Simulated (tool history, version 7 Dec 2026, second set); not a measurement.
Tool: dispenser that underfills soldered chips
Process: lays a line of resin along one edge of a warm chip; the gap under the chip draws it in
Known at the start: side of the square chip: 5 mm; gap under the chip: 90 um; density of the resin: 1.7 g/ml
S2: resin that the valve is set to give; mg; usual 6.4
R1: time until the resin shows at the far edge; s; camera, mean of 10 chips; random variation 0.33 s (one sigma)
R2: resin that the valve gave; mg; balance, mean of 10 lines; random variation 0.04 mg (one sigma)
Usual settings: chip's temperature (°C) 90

{"run": 1, "hour": 0.0, "chip's temperature (°C)": 90, "S2": 6.4, "R1": 22.8, "R2": 6.41}
{"hour": 3.5, "done": "new syringe of resin"}
{"run": 2, "hour": 5.1, "chip's temperature (°C)": 90, "S2": 6.4, "R1": 14.7, "R2": 6.35}
{"run": 3, "hour": 9.9, "chip's temperature (°C)": 90, "S2": 6.4, "R1": 18.6, "R2": 6.32}
{"run": 4, "hour": 12.3, "chip's temperature (°C)": 76, "S2": 6.4, "R1": 37.8, "R2": 6.35}
{"run": 5, "hour": 16.6, "chip's temperature (°C)": 76, "S2": 7.39, "R1": 45.1, "R2": 7.35}
{"hour": 19.4, "done": "new syringe of resin"}
{"run": 6, "hour": 20.4, "chip's temperature (°C)": 76, "S2": 7.39, "R1": 26.9, "R2": 7.32}
{"run": 7, "hour": 23.2, "chip's temperature (°C)": 76, "S2": 7.39, "R1": 29.9, "R2": 7.23}
{"run": 8, "hour": 25.7, "chip's temperature (°C)": 76, "S2": 7.39, "R1": 32.9, "R2": 7.32}
{"run": 9, "hour": 28.7, "chip's temperature (°C)": 76, "S2": 7.39, "R1": 39, "R2": 7.22}
{"run": 10, "hour": 32.0, "chip's temperature (°C)": 102, "S2": 6.4, "R1": 14.4, "R2": 6.26}
{"run": 11, "hour": 34.2, "chip's temperature (°C)": 102, "S2": 6.74, "R1": 15.5, "R2": 6.61}
{"hour": 35.3, "done": "new syringe of resin"}
{"run": 12, "hour": 37.7, "chip's temperature (°C)": 90, "S2": 6.4, "R1": 14.8, "R2": 6.3}
{"run": 13, "hour": 42.8, "chip's temperature (°C)": 90, "S2": 6.4, "R1": 18.2, "R2": 6.24}
{"run": 14, "hour": 45.8, "chip's temperature (°C)": 90, "S2": 6.4, "R1": 21.5, "R2": 6.21}
{"hour": 51.2, "done": "new syringe of resin"}
{"run": 15, "hour": 51.3, "chip's temperature (°C)": 90, "S2": 6.4, "R1": 13.5, "R2": 6.28}
{"run": 16, "hour": 55.0, "chip's temperature (°C)": 90, "S2": 6.4, "R1": 16.5, "R2": 6.32}
{"run": 17, "hour": 59.1, "chip's temperature (°C)": 90, "S2": 6.4, "R1": 19.8, "R2": 6.21}
{"run": 18, "hour": 63.5, "chip's temperature (°C)": 90, "S2": 6.4, "R1": 23.3, "R2": 6.23}
{"hour": 67.1, "done": "new syringe of resin"}
{"run": 19, "hour": 67.8, "chip's temperature (°C)": 90, "S2": 6.4, "R1": 13.7, "R2": 6.22}
{"run": 20, "hour": 72.6, "chip's temperature (°C)": 90, "S2": 6.4, "R1": 17.5, "R2": 6.25}
{"run": 21, "hour": 77.3, "chip's temperature (°C)": 90, "S2": 6.4, "R1": 22.3, "R2": 6.24}
{"run": 22, "hour": 82.3, "chip's temperature (°C)": 94, "S2": 7.8, "R1": 23.1, "R2": 7.59}

The next listed run, before its measurement:
{"hour": 83.0, "done": "new syringe of resin"}
{"run": 23, "hour": 87.2, "chip's temperature (°C)": 94, "S2": 8.29, "R1": "?", "R2": "?"}

Run 23 gave R1 14.5 s, R2 8.02 mg.
Without the tool's hidden state the same run would have given R1 11.6 s, R2 8.26 mg.
